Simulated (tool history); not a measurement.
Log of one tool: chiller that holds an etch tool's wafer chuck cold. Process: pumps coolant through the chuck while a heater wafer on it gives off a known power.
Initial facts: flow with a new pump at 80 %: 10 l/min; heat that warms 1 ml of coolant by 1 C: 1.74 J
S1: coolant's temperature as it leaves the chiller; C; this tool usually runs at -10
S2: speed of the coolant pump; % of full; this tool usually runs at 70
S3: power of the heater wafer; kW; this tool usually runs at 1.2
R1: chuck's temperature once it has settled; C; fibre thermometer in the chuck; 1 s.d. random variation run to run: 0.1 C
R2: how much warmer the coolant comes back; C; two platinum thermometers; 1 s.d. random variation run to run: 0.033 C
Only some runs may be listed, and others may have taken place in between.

Run 1, hour 0: usual settings. Result: R1 3.6 C, R2 4.86 C.
Run 2, hour 40.2: usual settings. Result: R1 3.7 C, R2 4.91 C.
Run 3, hour 79: usual settings. Result: R1 3.8 C, R2 4.86 C.
Run 4, hour 166.4: usual settings but S1 -12 C. Result: R1 1.7 C, R2 4.89 C.
Run 5, hour 248.9: usual settings but S1 -12 C. Result: R1 1.8 C, R2 4.9 C.
Run 6, hour 301.8: usual settings but S1 -12 C. Result: R1 1.7 C, R2 4.88 C.
Run 7, hour 375.2: usual settings. Result: R1 3.7 C, R2 4.85 C.
Run 8, hour 426.5: usual settings. Result: R1 3.9 C, R2 4.87 C.
Run 9, hour 478.7: usual settings. Result: R1 3.8 C, R2 4.9 C.
Run 10, hour 525.7: usual settings. Result: R1 3.8 C, R2 4.91 C.
Run 11, hour 591.7: usual settings but S2 90 % of full. Result: R1 1.5 C, R2 3.82 C.
Run 12, hour 652.2: usual settings but S2 66 % of full. Result: R1 4.5 C, R2 5.22 C.
Run 13, hour 734.6: usual settings but S2 66 % of full. Result: R1 4.5 C, R2 5.22 C.
Run 14, hour 790.4: usual settings but S1 -6 C. Result: R1 7.9 C, R2 4.85 C.
Run 15, hour 859.9: usual settings but S1 -6 C, S3 1.556 kW. Result: R1 11.9 C, R2 6.36 C.
Run 16, hour 935.3: usual settings but S1 -6 C, S3 1.556 kW. Result: R1 12 C, R2 6.39 C.
Run 17, hour 1017.8: usual settings but S2 60 % of full. Result: R1 5.8 C, R2 5.75 C.
Run 18, hour 1060.9: usual settings but S1 -13 C. Result: R1 1.1 C, R2 4.88 C.
Run 19, hour 1148.1: usual settings but S1 -13 C. Result: R1 1.1 C, R2 4.97 C.
Run 20, hour 1200.7: usual settings but S1 -17 C, S2 94 % of full, S3 1.042 kW. Result: R1 -7.2 C, R2 3.19 C.
Run 21, hour 1252: usual settings but S1 -12 C. Result: R1 1.9 C, R2 4.92 C.
Run 22, hour 1295.1: usual settings but S1 -15 C. Result: R1 -0.8 C, R2 4.92 C.
Run 23, hour 1356.9: usual settings but S1 -3 C, S3 1.066 kW. Result: R1 9.6 C, R2 4.39 C.
Run 24, hour 1415: usual settings but S3 0.883 kW. Result: R1 0.4 C, R2 3.65 C.
Run 25, hour 1496.5: usual settings but S3 0.883 kW. Result: R1 0.4 C, R2 3.68 C.
Run 26, hour 1558.9: usual settings but S2 83 % of full, S3 0.89 kW. Result: R1 -0.9 C, R2 3.12 C.
Run 27, hour 1617.5: usual settings but S1 -20 C, S2 85 % of full, S3 0.851 kW. Result: R1 -11.2 C, R2 2.9 C.
Run 28, hour 1691.5: usual settings but S1 -5 C, S2 87 % of full, S3 0.853 kW. Result: R1 3.9 C, R2 2.77 C.
Run 29, hour 1785: usual settings but S1 -5 C, S2 87 % of full, S3 0.853 kW. Result: R1 3.7 C, R2 2.86 C.
Run 30, hour 1828.2: usual settings but S1 -4 C. Result: R1 10.4 C, R2 5 C.
Run 31, hour 1915.1: usual settings but S1 -8 C, S3 0.888 kW. Result: R1 2.6 C, R2 3.69 C.
Run 32, hour 1975: usual settings but S1 -5 C, S2 91 % of full, S3 0.748 kW. Result: R1 2.4 C, R2 2.36 C.
Run 33, hour 2051.8: usual settings but S1 -7 C, S2 91 % of full, S3 0.748 kW. Result: R1 0.5 C, R2 2.39 C.

Hidden state or all else? Some run-to-run changes of R1, split into what the settings, what came in and random variation would give without the hidden state, and what is left for the hidden state (with any gauge scatter that isn't in both results):
Unlogged tool condition in this case: heat passed by the chuck's channels, % of clean ones'; flow at a given pump speed, % of a new pump's; coolant's true temperature over the reading, C; drift of the gauge itself on chuck_c, C; drift of the gauge itself on warmer_back_c, C.
Run 11 -> 12: S2 90 -> 66. R1 +3 C: hidden state +0.3, all else +2.7.
Run 19 -> 20: S1 -13 -> -17, S2 70 -> 94, S3 1.2 -> 1.042. R1 -8.3 C: hidden state -0.4, all else -7.9.
Run 22 -> 23: S1 -15 -> -3, S3 1.2 -> 1.066. R1 +10.4 C: hidden state -0.1, all else +10.5.
Run 26 -> 27: S1 -10 -> -20, S2 83 -> 85, S3 0.89 -> 0.851. R1 -10.3 C: hidden state -0.2, all else -10.1.
Run 27 -> 28: S1 -20 -> -5, S2 85 -> 87, S3 0.851 -> 0.853. R1 +15.1 C: hidden state +0.1, all else +15.
Run 29 -> 30: S1 -5 -> -4, S2 87 -> 70, S3 0.853 -> 1.2. R1 +6.7 C: hidden state +0.5, all else +6.2.

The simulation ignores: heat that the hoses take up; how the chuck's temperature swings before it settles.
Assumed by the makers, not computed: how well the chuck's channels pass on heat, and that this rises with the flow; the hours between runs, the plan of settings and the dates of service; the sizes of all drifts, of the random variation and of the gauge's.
